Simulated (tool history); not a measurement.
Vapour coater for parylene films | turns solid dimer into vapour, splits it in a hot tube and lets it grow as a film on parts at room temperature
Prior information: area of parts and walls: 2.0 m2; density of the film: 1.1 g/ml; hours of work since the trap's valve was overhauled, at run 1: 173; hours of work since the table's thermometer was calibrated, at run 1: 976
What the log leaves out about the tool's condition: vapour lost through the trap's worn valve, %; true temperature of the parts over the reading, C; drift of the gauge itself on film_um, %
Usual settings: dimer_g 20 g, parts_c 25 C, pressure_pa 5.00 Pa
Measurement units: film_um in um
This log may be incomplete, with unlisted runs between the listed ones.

| run | hour | dimer_g | parts_c | pressure_pa | hours of work since the trap's valve was overhauled | hours of work since the table's thermometer was calibrated | film_um |
|---|---|---|---|---|---|---|---|
| 1 | 0.0 | 20 | 25 | 5.00 | 173 | 976 | 6.90 |
| 2 | 52.6 | 20 | 25 | 5.00 | 203 | 1005 | 6.92 |
| 3 | 78.2 | 20 | 25 | 5.00 | 217 | 1020 | 6.99 |
| 4 | 134.4 | 20 | 25 | 5.00 | 248 | 1051 | 6.89 |
| 5 | 162.6 | 20 | 25 | 5.00 | 264 | 1067 | 6.92 |
| 6 | 194.8 | 20 | 25 | 5.00 | 282 | 1085 | 6.87 |
|  | 205.7 | trap's valve overhauled |
| 7 | 223.2 | 10 | 25 | 5.00 | 10 | 1098 | 3.45 |
| 8 | 271.3 | 10 | 25 | 5.00 | 37 | 1125 | 3.50 |
| 9 | 326.7 | 10 | 25 | 5.00 | 67 | 1156 | 3.51 |
| 10 | 380.9 | 27 | 25 | 5.00 | 98 | 1186 | 9.21 |
| 11 | 432.5 | 27 | 25 | 5.00 | 126 | 1215 | 9.33 |
| 12 | 483.3 | 20 | 25 | 5.00 | 155 | 1243 | 6.99 |
| 13 | 539.0 | 20 | 25 | 5.00 | 186 | 1275 | 6.94 |
| 14 | 564.2 | 20 | 25 | 5.00 | 200 | 1289 | 6.95 |
| 15 | 619.5 | 20 | 25 | 5.00 | 231 | 1319 | 6.91 |
| 16 | 673.0 | 20 | 25 | 5.00 | 261 | 1349 | 6.86 |
| 17 | 705.3 | 20 | 25 | 5.00 | 279 | 1367 | 6.92 |
|  | 721.5 | trap's valve overhauled |
| 18 | 752.8 | 20 | 25 | 5.00 | 17 | 1391 | 6.92 |
| 19 | 805.2 | 29 | 25 | 5.00 | 47 | 1421 | 9.97 |
| 20 | 836.5 | 29 | 25 | 5.00 | 64 | 1438 | 9.99 |
| 21 | 863.5 | 29 | 25 | 5.00 | 79 | 1453 | 10.01 |
| 22 | 907.9 | 29 | 26 | 5.00 | 104 | 1478 | 9.76 |
| 23 | 938.4 | 29 | 26 | 5.00 | 121 | 1495 | 9.69 |
| 24 | 968.0 | 10 | 26 | 5.72 | 137 | 1511 | 3.30 |
| 25 | 1006.3 | 10 | 26 | 5.72 | 159 | 1533 | 3.35 |
| 26 | 1058.8 | 10 | 25 | 5.00 | 188 | 1562 | 3.44 |
| 27 | 1113.2 | 12 | 27 | 4.15 | 218 | 1592 | 4.01 |
| 28 | 1152.0 | 12 | 27 | 4.15 | 240 | 1614 | 3.97 |
| 29 | 1201.8 | 34 | 22 | 5.00 | 268 | 1642 | 13.10 |
|  | 1238.9 | trap's valve overhauled |
| 30 | 1256.5 | 34 | 22 | 5.00 | 10 | 1670 | 12.88 |
| 31 | 1282.8 | 20 | 21 | 5.00 | 24 | 1685 | 7.93 |
| 32 | 1319.8 | 20 | 21 | 2.97 | 45 | 1705 | 8.46 |
| 33 | 1367.0 | 20 | 21 | 2.97 | 71 | 1732 | 8.49 |
| 34 | 1408.7 | 20 | 28 | 7.68 | 95 | 1755 | 5.90 |
| 35 | 1455.1 | 33 | 29 | 11.45 | 121 | 1781 | 8.90 |
| 36 | 1489.0 | 10 | 22 | 11.69 | 139 | 1800 | 3.36 |
| 37 | 1520.9 | 9 | 24 | 4.89 | 157 | 1818 | 3.19 |
| 38 | 1559.6 | 13 | 24 | 4.28 | 179 | 1839 | 4.74 |
| 39 | 1601.4 | 25 | 20 | 4.26 | 202 | 1862 | 10.33 |
| 40 | 1627.2 | 25 | 20 | 4.26 | 217 | 1877 | 10.44 |
| 41 | 1655.3 | 28 | 25 | 5.00 | 232 | 1892 | 9.55 |
| 42 | 1699.3 | 23 | 23 | 9.70 | 257 | 1917 | 7.66 |
| 43 | 1745.1 | 20 | 18 | 5.19 | 282 | 1943 | 8.55 |
|  | 1758.1 | trap's valve overhauled |
| 44 | 1792.4 | 14 | 19 | 3.72 | 19 | 1967 | 6.12 |
| 45 | 1829.1 | 8 | 29 | 4.78 | 40 | 1987 | 2.46 |
| 46 | 1863.8 | 12 | 19 | 5.00 | 59 | 2007 | 5.05 |

Below are 4 alternative next runs, each starting from the tool's condition after run 46. Predict each:
| A | 1906.1 | 11 | 25 | 4.91 | 82 | 2030 | ? |
| B | 1906.1 | 12 | 35 | 5.00 | 82 | 2030 | ? |
| C | 1906.1 | 20 | 34 | 4.26 | 82 | 2030 | ? |
| D | 1906.1 | 12 | 20 | 5.00 | 82 | 2030 | ? |

| run | film_um |
|---|---|
| A | 3.77 |
| B | 3.01 |
| C | 5.30 |
| D | 4.88 |
Without the tool's unlogged condition, the same runs would have read:
| run | film_um |
|---|---|
| A | 3.78 |
| B | 3.02 |
| C | 5.31 |
| D | 4.89 |
